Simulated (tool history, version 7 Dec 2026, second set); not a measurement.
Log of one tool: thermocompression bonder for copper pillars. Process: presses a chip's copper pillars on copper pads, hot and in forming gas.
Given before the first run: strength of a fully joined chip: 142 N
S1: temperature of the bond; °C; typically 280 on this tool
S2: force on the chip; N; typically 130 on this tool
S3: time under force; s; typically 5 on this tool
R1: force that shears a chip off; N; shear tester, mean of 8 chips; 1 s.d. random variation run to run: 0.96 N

| run | day | S1 | S2 | S3 | R1 |
|---|---|---|---|---|---|
| 1 | 0.000 | 280 | 130 | 5 | 78.4 |
| 2 | 0.567 | 280 | 130 | 5 | 79.5 |
| 3 | 1.112 | 280 | 130 | 5 | 78.5 |
| 4 | 1.925 | 280 | 130 | 5 | 77.5 |
| 5 | 2.738 | 280 | 130 | 5 | 78.2 |
| 6 | 3.408 | 280 | 130 | 5 | 78.3 |
| 7 | 3.808 | 280 | 130 | 5 | 78.1 |
| 8 | 4.604 | 280 | 130 | 5 | 77.5 |
| 9 | 5.404 | 280 | 130 | 5 | 76.5 |
| 10 | 5.967 | 280 | 130 | 5 | 76.4 |
| 11 | 6.700 | 280 | 130 | 5 | 74.2 |
| 12 | 7.308 | 280 | 161 | 5 | 93.0 |
| 13 | 7.879 | 280 | 161 | 5 | 90.6 |
| 14 | 8.692 | 280 | 161 | 5 | 91.9 |
| 15 | 9.029 | 280 | 161 | 5 | 92.5 |
| 16 | 9.538 | 280 | 161 | 5 | 94.1 |
| 17 | 10.129 | 280 | 130 | 5 | 77.1 |
| 18 | 10.504 | 280 | 130 | 5 | 77.2 |
|  | 10.633 | heater calibrated with a thermocouple chip |
| 19 | 11.292 | 291 | 130 | 5 | 84.2 |
| 20 | 11.642 | 296 | 152 | 3 | 89.6 |
| 21 | 12.142 | 280 | 120 | 5 | 67.1 |
|  | 12.333 | heater calibrated with a thermocouple chip, once more |
| 22 | 12.575 | 280 | 120 | 5 | 73.1 |
| 23 | 12.971 | 294 | 120 | 4 | 83.3 |
| 24 | 13.362 | 257 | 154 | 5 | 69.1 |
| 25 | 14.012 | 281 | 150 | 5 | 90.8 |
| 26 | 14.429 | 280 | 86 | 5 | 52.8 |
| 27 | 14.825 | 280 | 86 | 5 | 52.1 |
| 28 | 15.650 | 288 | 156 | 4 | 93.9 |
| 29 | 16.133 | 277 | 156 | 9 | 103.9 |
| 30 | 16.846 | 295 | 163 | 7 | 115.3 |
| 31 | 17.571 | 252 | 130 | 5 | 50.6 |
|  | 17.867 | forming gas filter changed |
| 32 | 18.146 | 252 | 98 | 3 | 30.5 |
| 33 | 18.700 | 280 | 82 | 5 | 50.0 |
| 34 | 19.129 | 271 | 130 | 6 | 75.4 |
| 35 | 19.475 | 271 | 130 | 6 | 76.7 |
| 36 | 19.946 | 256 | 141 | 6 | 67.8 |

Below, some changes in R1 between adjacent runs. For each, the amount present without the hidden state too (settings, incoming material, random variation) and the amount remaining for the hidden state with gauge scatter not shared by both compared results:
The tool's hidden condition here consists of: true temperature of the bond over the reading, C; force that reaches the chip, % of what is set; oxide that the forming gas leaves, % of the face; drift of the gauge itself on shear_n, %.
Run 21 -> 22: heater calibrated with a thermocouple chip, once more. R1 +6.0 N: hidden state +6.6, all else -0.6.
Run 25 -> 26: S1 281 -> 280, S2 150 -> 86. R1 -38.0 N: hidden state +1.5, all else -39.5.
Run 27 -> 28: S1 280 -> 288, S2 86 -> 156, S3 5 -> 4. R1 +41.8 N: hidden state -2.2, all else +44.0.
Run 30 -> 31: S1 295 -> 252, S2 163 -> 130, S3 7 -> 5. R1 -64.7 N: hidden state +2.9, all else -67.6.
Run 31 -> 32: S2 130 -> 98, S3 5 -> 3, forming gas filter changed. R1 -20.1 N: hidden state +2.6, all else -22.7.
